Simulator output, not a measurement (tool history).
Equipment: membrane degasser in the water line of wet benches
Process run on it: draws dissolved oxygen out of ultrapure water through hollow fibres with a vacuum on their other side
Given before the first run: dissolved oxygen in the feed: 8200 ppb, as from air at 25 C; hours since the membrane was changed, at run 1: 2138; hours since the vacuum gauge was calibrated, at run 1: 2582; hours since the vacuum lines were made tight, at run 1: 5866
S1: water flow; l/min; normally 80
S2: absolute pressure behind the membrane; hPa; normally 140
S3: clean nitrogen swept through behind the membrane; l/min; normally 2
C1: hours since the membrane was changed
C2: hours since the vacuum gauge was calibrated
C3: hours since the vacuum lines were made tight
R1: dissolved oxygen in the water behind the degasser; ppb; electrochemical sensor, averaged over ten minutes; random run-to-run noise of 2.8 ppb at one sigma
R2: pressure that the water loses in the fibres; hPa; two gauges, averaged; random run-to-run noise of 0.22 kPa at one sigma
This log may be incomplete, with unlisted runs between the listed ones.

Run 1, hour 0: usual settings; C1 2138; C2 2582; C3 5866. Result: R1 869.9 ppb, R2 557.7 hPa.
Run 2, hour 92.1: usual settings; C1 2230; C2 2674; C3 5958. Result: R1 870.3 ppb, R2 554.5 hPa.
Run 3, hour 168.8: usual settings; C1 2307; C2 2751; C3 6034. Result: R1 878.9 ppb, R2 554.9 hPa.
Run 4, hour 237.7: usual settings but S1 69 l/min; C1 2375; C2 2820; C3 6103. Result: R1 761.7 ppb, R2 478.7 hPa.
Run 5, hour 299.9: usual settings but S1 69 l/min; C1 2438; C2 2882; C3 6165. Result: R1 765.1 ppb, R2 481.6 hPa.
Run 6, hour 381: usual settings; C1 2519; C2 2963; C3 6247. Result: R1 865.7 ppb, R2 556.2 hPa.
Run 7, hour 483.7: usual settings; C1 2621; C2 3066; C3 6349. Result: R1 872.8 ppb, R2 555.3 hPa.
Run 8, hour 587.3: usual settings; C1 2725; C2 3169; C3 6453. Result: R1 870.7 ppb, R2 556.3 hPa.
Run 9, hour 647.2: usual settings; C1 2785; C2 3229; C3 6513. Result: R1 871.5 ppb, R2 550.4 hPa.
Run 10, hour 754.2: usual settings; C1 2892; C2 3336; C3 6620. Result: R1 870.8 ppb, R2 554 hPa.
Run 11, hour 863.5: usual settings; C1 3001; C2 3446; C3 6729. Result: R1 872.6 ppb, R2 552.6 hPa.
Run 12, hour 944.9: usual settings; C1 3083; C2 3527; C3 6810. Result: R1 872.8 ppb, R2 554.9 hPa.
Run 13, hour 1023.9: usual settings; C1 3162; C2 3606; C3 6889. Result: R1 867.9 ppb, R2 556.5 hPa.
At hour 1084.6: seals of the vacuum lines changed.
Run 14, hour 1099.9: usual settings; C1 3236; C2 3680; C3 15. Result: R1 870.9 ppb, R2 553.7 hPa.
Run 15, hour 1192.8: usual settings; C1 3329; C2 3773; C3 108. Result: R1 871.5 ppb, R2 557 hPa.
Run 16, hour 1291.4: usual settings; C1 3427; C2 3872; C3 207. Result: R1 870.6 ppb, R2 557.8 hPa.
Run 17, hour 1364.1: usual settings; C1 3500; C2 3944; C3 279. Result: R1 870.1 ppb, R2 554 hPa.
Run 18, hour 1452.7: usual settings but S3 4.22 l/min; C1 3588; C2 4033; C3 368. Result: R1 516.2 ppb, R2 553.3 hPa.
Run 19, hour 1520.6: usual settings but S1 64 l/min; C1 3656; C2 4101; C3 436. Result: R1 719.4 ppb, R2 442.3 hPa.
Run 20, hour 1599.4: usual settings but S1 64 l/min; C1 3735; C2 4180; C3 515. Result: R1 720.2 ppb, R2 444.1 hPa.
Run 21, hour 1706.2: usual settings but S1 64 l/min; C1 3842; C2 4286; C3 622. Result: R1 715.5 ppb, R2 444.7 hPa.
Run 22, hour 1812.1: usual settings but S1 64 l/min; C1 3948; C2 4392; C3 727. Result: R1 714.8 ppb, R2 441.4 hPa.
Run 23, hour 1859.8: usual settings but S2 114 hPa, S3 4.52 l/min; C1 3996; C2 4440; C3 775. Result: R1 400.7 ppb, R2 557.9 hPa.
Run 24, hour 1909.4: usual settings but S1 107 l/min, S3 1.15 l/min; C1 4045; C2 4490; C3 825. Result: R1 1518.7 ppb, R2 745 hPa.
Run 25, hour 1987.5: usual settings but S1 69 l/min, S2 101 hPa, S3 1.2 l/min; C1 4123; C2 4568; C3 903. Result: R1 742.2 ppb, R2 479.1 hPa.
Run 26, hour 2057.8: usual settings but S1 108 l/min, S2 327 hPa; C1 4194; C2 4638; C3 973. Result: R1 2409.8 ppb, R2 750.8 hPa.
Run 27, hour 2135.6: usual settings but S1 50 l/min, S2 302 hPa, S3 1.01 l/min; C1 4271; C2 4716; C3 1051. Result: R1 2059.8 ppb, R2 349.7 hPa.
Run 28, hour 2217.6: usual settings but S1 79 l/min, S2 114 hPa, S3 1.62 l/min; C1 4353; C2 4798; C3 1133. Result: R1 790.4 ppb, R2 547.6 hPa.
Run 29, hour 2314.2: usual settings but S1 59 l/min, S3 2.14 l/min; C1 4450; C2 4894; C3 1230. Result: R1 632.3 ppb, R2 407.9 hPa.
Run 30, hour 2400.1: usual settings but S1 118 l/min, S2 108 hPa, S3 1.61 l/min; C1 4536; C2 4980; C3 1315. Result: R1 1049.5 ppb, R2 815 hPa.
Run 31, hour 2488.4: usual settings but S1 84 l/min, S2 108 hPa, S3 1.61 l/min; C1 4624; C2 5069; C3 1404. Result: R1 778 ppb, R2 584 hPa.
Run 32, hour 2535: usual settings but S1 84 l/min, S2 108 hPa, S3 1.61 l/min; C1 4671; C2 5115; C3 1450. Result: R1 788.1 ppb, R2 583.1 hPa.
Run 33, hour 2602.8: usual settings but S1 76 l/min, S2 282 hPa; C1 4739; C2 5183; C3 1518. Result: R1 1656.6 ppb, R2 527.4 hPa.

Alternative continuations, all from the tool just after run 33; predict every row:
Run A, hour 2692.2: usual settings but S1 63 l/min, S2 282 hPa; C1 4828; C2 5272; C3 1608. Result: R1 ?, R2 ?.
Run B, hour 2692.2: usual settings but S1 107 l/min, S2 200 hPa; C1 4828; C2 5272; C3 1608. Result: R1 ?, R2 ?.
Run C, hour 2692.2: usual settings but S1 65 l/min, S2 94 hPa; C1 4828; C2 5272; C3 1608. Result: R1 ?, R2 ?.

run      R1     R2
  A  1437.9    436
  B    1564  744.5
  C   453.3  449.6
Without the tool's unlogged condition, the same runs would have read:
run      R1     R2
  A  1437.6  435.9
  B  1563.5  744.3
  C     453  449.4

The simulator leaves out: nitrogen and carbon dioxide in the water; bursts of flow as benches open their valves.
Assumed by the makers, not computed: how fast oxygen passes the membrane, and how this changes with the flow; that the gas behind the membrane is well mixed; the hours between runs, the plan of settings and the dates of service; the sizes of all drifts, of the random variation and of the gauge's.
